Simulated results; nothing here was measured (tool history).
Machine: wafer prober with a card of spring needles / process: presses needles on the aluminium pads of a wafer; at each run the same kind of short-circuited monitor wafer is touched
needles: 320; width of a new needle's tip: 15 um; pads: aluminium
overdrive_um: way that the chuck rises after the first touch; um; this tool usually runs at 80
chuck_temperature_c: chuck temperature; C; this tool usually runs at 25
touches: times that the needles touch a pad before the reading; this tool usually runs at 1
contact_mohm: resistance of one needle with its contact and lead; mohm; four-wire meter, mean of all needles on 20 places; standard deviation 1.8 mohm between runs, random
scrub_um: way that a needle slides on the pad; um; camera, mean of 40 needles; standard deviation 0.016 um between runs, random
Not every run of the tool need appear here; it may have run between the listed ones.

run 1 hour=0.0 | overdrive_um=80 chuck_temperature_c=25 touches=1 | contact_mohm=206 scrub_um=15.61
-- hour=11.3 tips cleaned on abrasive film
-- hour=22.6 tips cleaned on abrasive film
run 2 hour=29.7 | overdrive_um=80 chuck_temperature_c=25 touches=1 | contact_mohm=231 scrub_um=15.56
-- hour=32.0 tips cleaned on abrasive film
-- hour=43.3 tips cleaned on abrasive film
-- hour=54.3 tips cleaned on abrasive film
-- hour=60.9 height of the first contact set anew
-- hour=65.5 tips cleaned on abrasive film
run 3 hour=69.5 | overdrive_um=93 chuck_temperature_c=25 touches=1 | contact_mohm=221 scrub_um=18.41
-- hour=76.3 tips cleaned on abrasive film
-- hour=87.3 tips cleaned on abrasive film
-- hour=96.3 tips cleaned on abrasive film
run 4 hour=102.0 | overdrive_um=93 chuck_temperature_c=25 touches=1 | contact_mohm=223 scrub_um=18.36
-- hour=106.6 tips cleaned on abrasive film
-- hour=117.4 tips cleaned on abrasive film
-- hour=127.6 tips cleaned on abrasive film
run 5 hour=127.6 | overdrive_um=93 chuck_temperature_c=25 touches=1 | contact_mohm=206 scrub_um=18.31
-- hour=138.9 tips cleaned on abrasive film
-- hour=149.2 tips cleaned on abrasive film
-- hour=160.5 tips cleaned on abrasive film
run 6 hour=169.2 | overdrive_um=72 chuck_temperature_c=25 touches=1 | contact_mohm=237 scrub_um=14.08
-- hour=171.4 tips cleaned on abrasive film
-- hour=180.5 tips cleaned on abrasive film
run 7 hour=187.4 | overdrive_um=72 chuck_temperature_c=25 touches=1 | contact_mohm=237 scrub_um=14.04
-- hour=191.6 tips cleaned on abrasive film
-- hour=202.3 tips cleaned on abrasive film
-- hour=213.6 tips cleaned on abrasive film
-- hour=224.4 tips cleaned on abrasive film
run 8 hour=229.0 | overdrive_um=72 chuck_temperature_c=25 touches=1 | contact_mohm=233 scrub_um=13.96
-- hour=233.6 tips cleaned on abrasive film
-- hour=244.9 tips cleaned on abrasive film
-- hour=255.6 tips cleaned on abrasive film
-- hour=266.4 tips cleaned on abrasive film
run 9 hour=268.3 | overdrive_um=80 chuck_temperature_c=25 touches=1 | contact_mohm=221 scrub_um=15.51
-- hour=276.5 tips cleaned on abrasive film
-- hour=285.6 height of the first contact set anew
-- hour=287.9 tips cleaned on abrasive film
-- hour=297.0 tips cleaned on abrasive film
run 10 hour=301.5 | overdrive_um=80 chuck_temperature_c=25 touches=3 | contact_mohm=216 scrub_um=15.80
-- hour=307.9 tips cleaned on abrasive film
-- hour=318.4 tips cleaned on abrasive film
run 11 hour=325.2 | overdrive_um=80 chuck_temperature_c=25 touches=1 | contact_mohm=231 scrub_um=15.78
-- hour=327.6 tips cleaned on abrasive film
-- hour=338.8 tips cleaned on abrasive film
-- hour=350.1 tips cleaned on abrasive film
run 12 hour=352.2 | overdrive_um=80 chuck_temperature_c=25 touches=1 | contact_mohm=224 scrub_um=15.73
-- hour=360.6 tips cleaned on abrasive film
-- hour=371.5 tips cleaned on abrasive film
run 13 hour=373.1 | overdrive_um=80 chuck_temperature_c=25 touches=1 | contact_mohm=219 scrub_um=15.71
-- hour=381.7 tips cleaned on abrasive film
-- hour=392.3 tips cleaned on abrasive film
-- hour=403.1 tips cleaned on abrasive film
run 14 hour=405.4 | overdrive_um=66 chuck_temperature_c=25 touches=1 | contact_mohm=228 scrub_um=12.86
-- hour=414.0 tips cleaned on abrasive film
-- hour=424.5 tips cleaned on abrasive film
-- hour=435.6 tips cleaned on abrasive film
run 15 hour=443.7 | overdrive_um=66 chuck_temperature_c=25 touches=1 | contact_mohm=241 scrub_um=12.80
-- hour=446.0 tips cleaned on abrasive film
-- hour=457.1 tips cleaned on abrasive film
-- hour=467.0 tips cleaned on abrasive film
run 16 hour=467.0 | overdrive_um=65 chuck_temperature_c=25 touches=2 | contact_mohm=210 scrub_um=12.56
-- hour=478.4 tips cleaned on abrasive film
-- hour=487.5 tips cleaned on abrasive film
run 17 hour=487.5 | overdrive_um=64 chuck_temperature_c=102 touches=2 | contact_mohm=231 scrub_um=12.35
-- hour=498.6 tips cleaned on abrasive film
-- hour=509.5 tips cleaned on abrasive film
-- hour=509.8 height of the first contact set anew
run 18 hour=514.1 | overdrive_um=80 chuck_temperature_c=85 touches=3 | contact_mohm=231 scrub_um=15.83
-- hour=520.4 tips cleaned on abrasive film
-- hour=530.9 tips cleaned on abrasive film
-- hour=541.6 tips cleaned on abrasive film
-- hour=551.6 tips cleaned on abrasive film
run 19 hour=551.6 | overdrive_um=80 chuck_temperature_c=85 touches=3 | contact_mohm=223 scrub_um=15.79
-- hour=562.8 tips cleaned on abrasive film
run 20 hour=570.7 | overdrive_um=77 chuck_temperature_c=111 touches=1 | contact_mohm=250 scrub_um=15.16
-- hour=572.9 tips cleaned on abrasive film
-- hour=583.1 tips cleaned on abrasive film
-- hour=592.2 tips cleaned on abrasive film
run 21 hour=596.3 | overdrive_um=77 chuck_temperature_c=111 touches=1 | contact_mohm=248 scrub_um=15.13
-- hour=602.8 tips cleaned on abrasive film
-- hour=614.1 tips cleaned on abrasive film
-- hour=623.2 tips cleaned on abrasive film
run 22 hour=630.1 | overdrive_um=73 chuck_temperature_c=61 touches=1 | contact_mohm=245 scrub_um=14.30
-- hour=632.5 tips cleaned on abrasive film
-- hour=643.8 tips cleaned on abrasive film
-- hour=654.7 tips cleaned on abrasive film
-- hour=665.1 tips cleaned on abrasive film
run 23 hour=672.0 | overdrive_um=76 chuck_temperature_c=32 touches=1 | contact_mohm=242 scrub_um=14.80
-- hour=674.3 tips cleaned on abrasive film
-- hour=685.1 tips cleaned on abrasive film
-- hour=695.9 tips cleaned on abrasive film
run 24 hour=703.8 | overdrive_um=76 chuck_temperature_c=32 touches=1 | contact_mohm=239 scrub_um=14.76
-- hour=706.1 tips cleaned on abrasive film
-- hour=716.6 tips cleaned on abrasive film
-- hour=725.8 tips cleaned on abrasive film
run 25 hour=725.8 | overdrive_um=76 chuck_temperature_c=32 touches=1 | contact_mohm=218 scrub_um=14.70
-- hour=734.6 height of the first contact set anew
-- hour=736.9 tips cleaned on abrasive film
-- hour=748.1 tips cleaned on abrasive film
run 26 hour=749.3 | overdrive_um=76 chuck_temperature_c=32 touches=1 | contact_mohm=218 scrub_um=15.02
-- hour=757.5 tips cleaned on abrasive film
-- hour=766.6 tips cleaned on abrasive film
-- hour=777.4 tips cleaned on abrasive film
run 27 hour=777.7 | overdrive_um=73 chuck_temperature_c=90 touches=2 | contact_mohm=232 scrub_um=14.34
-- hour=788.3 tips cleaned on abrasive film
-- hour=798.8 tips cleaned on abrasive film
run 28 hour=799.3 | overdrive_um=73 chuck_temperature_c=44 touches=1 | contact_mohm=222 scrub_um=14.34

Here are 3 independent what-if runs from the current tool condition. What would each one return?
-- hour=808.4 tips cleaned on abrasive film
-- hour=819.2 tips cleaned on abrasive film
-- hour=830.5 tips cleaned on abrasive film
run A hour=830.5 | overdrive_um=79 chuck_temperature_c=104 touches=1 | contact_mohm=? scrub_um=?
-- hour=808.4 tips cleaned on abrasive film
-- hour=819.2 tips cleaned on abrasive film
-- hour=830.5 tips cleaned on abrasive film
run B hour=830.5 | overdrive_um=73 chuck_temperature_c=122 touches=1 | contact_mohm=? scrub_um=?
-- hour=808.4 tips cleaned on abrasive film
-- hour=819.2 tips cleaned on abrasive film
-- hour=830.5 tips cleaned on abrasive film
run C hour=830.5 | overdrive_um=71 chuck_temperature_c=98 touches=1 | contact_mohm=? scrub_um=?

run=A contact_mohm=230 scrub_um=15.47
run=B contact_mohm=236 scrub_um=14.29
run=C contact_mohm=229 scrub_um=13.90
With no hidden state in the tool, these same runs would have given:
run=A contact_mohm=226 scrub_um=15.64
run=B contact_mohm=231 scrub_um=14.46
run=C contact_mohm=224 scrub_um=14.06

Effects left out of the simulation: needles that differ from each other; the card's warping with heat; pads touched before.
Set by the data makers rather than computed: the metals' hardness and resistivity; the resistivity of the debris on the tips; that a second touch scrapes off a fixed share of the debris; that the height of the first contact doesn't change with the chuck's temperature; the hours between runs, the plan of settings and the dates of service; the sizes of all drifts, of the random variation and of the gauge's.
